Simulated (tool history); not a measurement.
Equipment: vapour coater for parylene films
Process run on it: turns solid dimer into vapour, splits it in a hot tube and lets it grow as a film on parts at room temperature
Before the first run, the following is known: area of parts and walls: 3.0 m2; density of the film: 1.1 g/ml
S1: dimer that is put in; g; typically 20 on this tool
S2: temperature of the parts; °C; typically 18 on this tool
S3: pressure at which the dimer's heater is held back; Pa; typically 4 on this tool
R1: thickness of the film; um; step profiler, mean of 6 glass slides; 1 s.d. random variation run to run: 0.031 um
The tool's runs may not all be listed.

run,hour,S1,S2,S3,R1
1,0,20,18,4,2.71
2,42.8,20,15,4,3.12
3,77.1,25,18,4,3.35
4,101.3,25,18,4,3.3
5,121.1,25,18,4,3.38
6,139.1,25,18,4,3.37
7,178.5,25,18,4,3.32
8,220.2,25,18,4,3.32
9,238.9,25,18,4,3.26
10,280,20,18,11.99,2.04
11,308.2,20,19,11.99,1.87
12,336,20,16,2.5,3.23
# hour 340.1: table's thermometer calibrated
13,358.8,18,18,7.88,1.93
14,383.1,24,25,2.02,2.56
15,410.5,11,25,2.02,1.17
16,433.5,20,14,3.43,3.23
17,457.3,9,20,9.71,0.82
18,475,9,20,9.71,0.8
19,493.7,20,17,5.54,2.44
20,517.1,20,17,5.54,2.43
21,556.5,23,26,2.24,2.19
# hour 560.3: table's thermometer calibrated, once more
# hour 592.9: trap's valve overhauled
22,594.7,23,26,2.24,2.66

Results for each run, recomputed without the tool's hidden state and with each run's random variation untouched:
Hidden conditions of the tool in this case: vapour lost through the trap's worn valve, %; true temperature of the parts over the reading, C; drift of the gauge itself on film_um, %.
run,R1
1,2.97
2,3.44
3,3.72
4,3.68
5,3.78
6,3.77
7,3.75
8,3.77
9,3.7
10,2.33
11,2.15
12,3.73
13,2.26
14,3.01
15,1.38
16,3.81
17,0.97
18,0.95
19,2.92
20,2.92
21,2.64
22,2.67
